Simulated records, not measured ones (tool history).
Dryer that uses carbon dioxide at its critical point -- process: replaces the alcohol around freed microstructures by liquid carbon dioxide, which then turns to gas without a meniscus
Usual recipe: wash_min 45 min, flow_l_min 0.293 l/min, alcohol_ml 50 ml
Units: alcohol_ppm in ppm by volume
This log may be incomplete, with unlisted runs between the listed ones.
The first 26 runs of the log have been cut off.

Run 27, hour 259.0: usual settings but wash_min 39 min, flow_l_min 0.370 l/min, alcohol_ml 73 ml. Result: alcohol_ppm 163 ppm by volume.
Run 28, hour 266.0: usual settings but flow_l_min 0.408 l/min, alcohol_ml 49 ml. Result: alcohol_ppm 92 ppm by volume.
Run 29, hour 273.5: usual settings but flow_l_min 0.408 l/min, alcohol_ml 49 ml. Result: alcohol_ppm 105 ppm by volume.
Run 30, hour 286.0: usual settings but flow_l_min 0.296 l/min, alcohol_ml 23 ml. Result: alcohol_ppm 138 ppm by volume.
Run 31, hour 298.9: usual settings but wash_min 44 min, flow_l_min 0.286 l/min, alcohol_ml 29 ml. Result: alcohol_ppm 166 ppm by volume.
Run 32, hour 309.3: usual settings but wash_min 34 min, flow_l_min 0.191 l/min. Result: alcohol_ppm 1772 ppm by volume.
Run 33, hour 316.2: usual settings but wash_min 34 min, flow_l_min 0.191 l/min. Result: alcohol_ppm 1787 ppm by volume.
Run 34, hour 324.7: usual settings but wash_min 34 min, flow_l_min 0.191 l/min, alcohol_ml 58 ml. Result: alcohol_ppm 2113 ppm by volume.

Here are 3 independent what-if runs from the current tool condition. What would each one return?
Run A, hour 338.4: usual settings but wash_min 41 min, alcohol_ml 52 ml. Result: alcohol_ppm ?.
Run B, hour 338.4: usual settings but wash_min 34 min, flow_l_min 0.191 l/min, alcohol_ml 81 ml. Result: alcohol_ppm ?.
Run C, hour 338.4: usual settings but flow_l_min 0.325 l/min. Result: alcohol_ppm ?.

run  alcohol_ppm
  A          267
  B         2903
  C          164
Had the tool no hidden state, the same runs would have come out as:
run  alcohol_ppm
  A          110
  B         2255
  C           39
